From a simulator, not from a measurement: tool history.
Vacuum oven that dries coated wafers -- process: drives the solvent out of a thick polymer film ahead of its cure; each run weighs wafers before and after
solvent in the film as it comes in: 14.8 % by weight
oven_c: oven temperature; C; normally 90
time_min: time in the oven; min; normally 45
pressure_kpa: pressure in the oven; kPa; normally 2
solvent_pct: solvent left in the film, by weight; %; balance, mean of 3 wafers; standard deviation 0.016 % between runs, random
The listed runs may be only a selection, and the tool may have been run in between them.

run    hour  oven_c  time_min  pressure_kpa  solvent_pct
  1       0      90        45             2         2.44
  2    75.3      90        45             2         2.44
  3   128.5      90        45          1.99         2.42
  4   244.2      90        45             2         2.44
      302.7  -- oven's thermocouples calibrated
  5   332.2      90        45             2         2.45
  6     432      90        45             2         2.47
  7   487.5      90        45             2         2.46
  8   580.9      90        45          2.11         2.49
      612.2  -- vacuum gauge cleaned of residue and calibrated
  9   690.5      90        45          2.11         2.53
 10   756.6      90        56             2         1.94
 11   844.3      90        27             2         4.23
 12   934.9      90        27             2         4.22
 13  1015.8      90        45          2.52         2.73
 14  1129.9      90        45          2.52         2.72
 15  1187.8      90        45          2.52         2.71
 16  1278.1      90        35             2         3.26
 17  1341.8      90        35             2         3.28
 18  1427.9      90        35             2         3.24
 19  1501.6      90        35             2          3.3
 20  1575.1      93        45             2         1.85
 21    1682      90        45             2         2.47
 22  1790.9      90        42             2         2.66
 23  1860.2      90        42             2         2.66
 24  1915.3      90        45             2         2.46
 25  2010.9      90        45          4.25         3.62
 26  2098.3      90        22          2.01         5.05
 27  2210.1      80        64          4.33         5.56
 28  2294.6      80        64          4.33         5.63
 29    2387      80        64          4.33          5.6
 30  2504.3      87        23          4.14         6.69
 31    2568      79        31          3.49         7.77
 32  2617.4      80        25          1.35         7.21
     2671.4  -- oven's thermocouples calibrated
 33  2735.1      99        71          1.04         0.46
 34  2849.2      80        45          4.52         6.82
 35  2963.7      80        45          4.52          6.8
 36  3052.1      89        28          5.77          6.1
     3133.1  -- vacuum gauge cleaned of residue and calibrated
 37  3152.8      89        80          3.25         2.23
 38  3226.7      89        80          3.25         2.23

Run 39 is up next; what results do you expect?
 39  3313      90        24          5.68            ?

Run 39 produced solvent_pct 6.24 %.
With no hidden state in the tool, this same run would have given solvent_pct 6.24 %.

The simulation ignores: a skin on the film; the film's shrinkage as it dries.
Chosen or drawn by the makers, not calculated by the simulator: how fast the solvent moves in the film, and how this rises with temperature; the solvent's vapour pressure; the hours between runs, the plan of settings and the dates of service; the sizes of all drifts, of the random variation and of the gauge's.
